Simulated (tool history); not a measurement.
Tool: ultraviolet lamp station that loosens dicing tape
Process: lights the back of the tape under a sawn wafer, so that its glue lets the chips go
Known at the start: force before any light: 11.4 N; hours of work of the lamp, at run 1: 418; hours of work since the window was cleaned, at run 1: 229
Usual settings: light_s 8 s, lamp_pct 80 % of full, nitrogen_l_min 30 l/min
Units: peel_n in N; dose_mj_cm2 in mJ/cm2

run	hour	light_s	lamp_pct	nitrogen_l_min	hours of work of the lamp	hours of work since the window was cleaned	peel_n	dose_mj_cm2
1	0	8	80	30	418	229	0.908	395
2	17.3	8	80	30	429	239	0.932	380
3	29.5	8	80	30	436	246	0.958	375
4	41.6	8	80	30	443	253	0.98	379
5	68.3	8	80	30	459	269	1.023	368
6	80.7	8	80	30	466	276	1.067	363
# hour 103.4: window cleaned of glue's vapour
7	103.4	7	80	30	479	0	1.007	371
8	129	7	80	30	494	15	1.05	359
9	143.6	8	67	30	503	24	1.142	339
10	160.2	8	67	30	513	34	1.24	334
11	186.2	6	80	30	528	49	1.576	295
12	212.8	6	80	10	544	65	2.727	286
13	228.3	6	80	10	553	74	2.69	282
14	247.5	6	80	10	564	85	2.772	281
15	268.9	6	80	10	577	98	2.913	275
16	291.6	5	80	30	590	111	2.32	227
17	303.9	8	80	30	598	118	1.075	359
18	317.1	8	80	30	605	126	1.099	353
19	338.3	8	80	30	618	139	1.094	350
20	355.8	8	80	30	628	149	1.195	341
21	381.2	8	80	30	643	164	1.212	339
22	397.3	6	80	43	653	174	1.799	248
23	410.6	8	96	18	661	182	1.172	393
24	430.1	8	96	18	672	193	1.218	389
# hour 441.2: lamp changed
25	454.1	8	66	25	8	207	0.793	422
26	475.6	4	87	29	20	219	1.786	276
27	496.4	4	87	29	33	232	1.839	272
28	514.4	4	87	29	43	242	1.856	267
29	539.8	12	65	38	58	257	0.355	596
30	550.9	9	65	17	65	264	0.972	444
31	574.9	8	64	30	79	278	0.91	375
# hour 593.6: window cleaned of glue's vapour
32	595.6	8	64	30	91	1	0.721	435
33	610.7	5	86	10	100	10	1.869	360
34	625.1	5	79	12	108	19	1.975	329
35	648.6	6	65	51	122	33	1.019	322
36	661.9	8	71	11	130	40	1.139	460
37	678.5	9	61	31	140	50	0.692	442
38	693.4	8	84	30	149	59	0.457	532
39	718.9	8	80	12	164	74	0.936	504
40	743.6	8	80	12	178	89	0.963	500
41	756.7	11	61	16	186	96	0.712	514
42	783	11	61	16	202	112	0.758	505

The same runs without the tool's hidden state, with the same run-to-run variation:
The hidden state here: lamp's light, % of a new lamp's; light that the window lets through, % of a clean one's; drift of the gauge itself on peel_n, %; drift of the gauge itself on dose_mj_cm2, %.
run	peel_n	dose_mj_cm2
1	0.388	594
2	0.393	582
3	0.391	579
4	0.388	588
5	0.396	585
6	0.401	583
7	0.499	514
8	0.503	509
9	0.533	486
10	0.567	486
11	0.712	438
12	1.38	433
13	1.334	434
14	1.344	436
15	1.382	436
16	0.99	366
17	0.393	584
18	0.393	582
19	0.378	587
20	0.408	582
21	0.39	586
22	0.579	437
23	0.359	700
24	0.364	704
25	0.603	479
26	1.377	318
27	1.385	317
28	1.366	316
29	0.28	718
30	0.643	539
31	0.574	465
32	0.624	465
33	1.636	389
34	1.708	359
35	0.821	357
36	0.905	514
37	0.534	499
38	0.358	608
39	0.68	585
40	0.676	591
41	0.49	612
42	0.501	613
